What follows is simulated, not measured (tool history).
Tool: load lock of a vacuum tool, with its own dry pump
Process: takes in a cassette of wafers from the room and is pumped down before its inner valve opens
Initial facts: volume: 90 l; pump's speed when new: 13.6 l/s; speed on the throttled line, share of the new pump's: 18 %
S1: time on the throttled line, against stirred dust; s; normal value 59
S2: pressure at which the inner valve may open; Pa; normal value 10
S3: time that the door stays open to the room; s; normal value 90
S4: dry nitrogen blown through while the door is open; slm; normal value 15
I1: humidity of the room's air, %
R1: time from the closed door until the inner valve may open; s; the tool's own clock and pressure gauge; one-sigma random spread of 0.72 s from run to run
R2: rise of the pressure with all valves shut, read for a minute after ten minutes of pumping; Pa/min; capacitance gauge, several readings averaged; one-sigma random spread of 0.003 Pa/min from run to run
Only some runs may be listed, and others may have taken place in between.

run 1 hour=0.0 | S1=59 S2=10 S3=90 S4=15 | I1=42.2 | R1=110.0 R2=0.324
run 2 hour=63.4 | S1=59 S2=10 S3=90 S4=8 | I1=46.9 | R1=110.1 R2=0.338
run 3 hour=150.8 | S1=59 S2=10 S3=90 S4=15 | I1=44.1 | R1=110.6 R2=0.338
run 4 hour=194.4 | S1=33 S2=10 S3=90 S4=15 | I1=44.0 | R1=88.1 R2=0.343
run 5 hour=256.3 | S1=33 S2=10 S3=90 S4=15 | I1=42.0 | R1=88.5 R2=0.355
run 6 hour=306.3 | S1=33 S2=10 S3=90 S4=15 | I1=47.4 | R1=88.3 R2=0.349
run 7 hour=398.0 | S1=33 S2=10 S3=90 S4=15 | I1=49.5 | R1=89.7 R2=0.363
run 8 hour=455.7 | S1=33 S2=10 S3=90 S4=15 | I1=44.7 | R1=88.5 R2=0.361
run 9 hour=518.7 | S1=59 S2=10 S3=90 S4=15 | I1=45.5 | R1=110.3 R2=0.376
run 10 hour=556.9 | S1=59 S2=10 S3=90 S4=15 | I1=47.4 | R1=108.5 R2=0.379
run 11 hour=612.5 | S1=55 S2=10 S3=90 S4=15 | I1=46.6 | R1=107.5 R2=0.379
run 12 hour=695.7 | S1=37 S2=10 S3=90 S4=15 | I1=46.2 | R1=91.8 R2=0.385
run 13 hour=769.3 | S1=37 S2=10 S3=90 S4=15 | I1=44.5 | R1=92.7 R2=0.391
run 14 hour=831.9 | S1=33 S2=10 S3=90 S4=15 | I1=42.4 | R1=89.5 R2=0.391
run 15 hour=884.1 | S1=33 S2=10 S3=90 S4=15 | I1=43.6 | R1=89.8 R2=0.409
run 16 hour=971.2 | S1=33 S2=10 S3=90 S4=15 | I1=41.3 | R1=89.9 R2=0.413
run 17 hour=1032.1 | S1=33 S2=10 S3=90 S4=15 | I1=41.3 | R1=88.9 R2=0.405
run 18 hour=1101.8 | S1=33 S2=10 S3=90 S4=15 | I1=45.8 | R1=89.8 R2=0.412
run 19 hour=1192.7 | S1=33 S2=17 S3=49 S4=16 | I1=43.6 | R1=85.7 R2=0.411
run 20 hour=1258.5 | S1=31 S2=17 S3=49 S4=6 | I1=42.3 | R1=84.2 R2=0.429
run 21 hour=1344.7 | S1=55 S2=10 S3=32 S4=15 | I1=45.4 | R1=108.2 R2=0.431
run 22 hour=1428.2 | S1=38 S2=8 S3=90 S4=15 | I1=44.8 | R1=95.1 R2=0.448
run 23 hour=1483.6 | S1=38 S2=8 S3=71 S4=20 | I1=44.1 | R1=94.5 R2=0.441
run 24 hour=1536.6 | S1=66 S2=11 S3=116 S4=27 | I1=50.4 | R1=113.8 R2=0.458
run 25 hour=1617.7 | S1=54 S2=10 S3=70 S4=19 | I1=43.3 | R1=107.2 R2=0.453
run 26 hour=1684.2 | S1=54 S2=10 S3=70 S4=19 | I1=47.1 | R1=106.8 R2=0.467
run 27 hour=1763.6 | S1=69 S2=13 S3=232 S4=19 | I1=47.6 | R1=117.0 R2=0.468

Run 28 comes next. What will it give?
run 28 hour=1847.5 | S1=69 S2=13 S3=232 S4=19 | I1=44.1 | R1=? R2=?

{"run 28": {"R1": 117.0, "R2": 0.483}}
The same run, on a tool lacking any hidden state, would have yielded R1 116.0 s, R2 0.023 Pa/min.
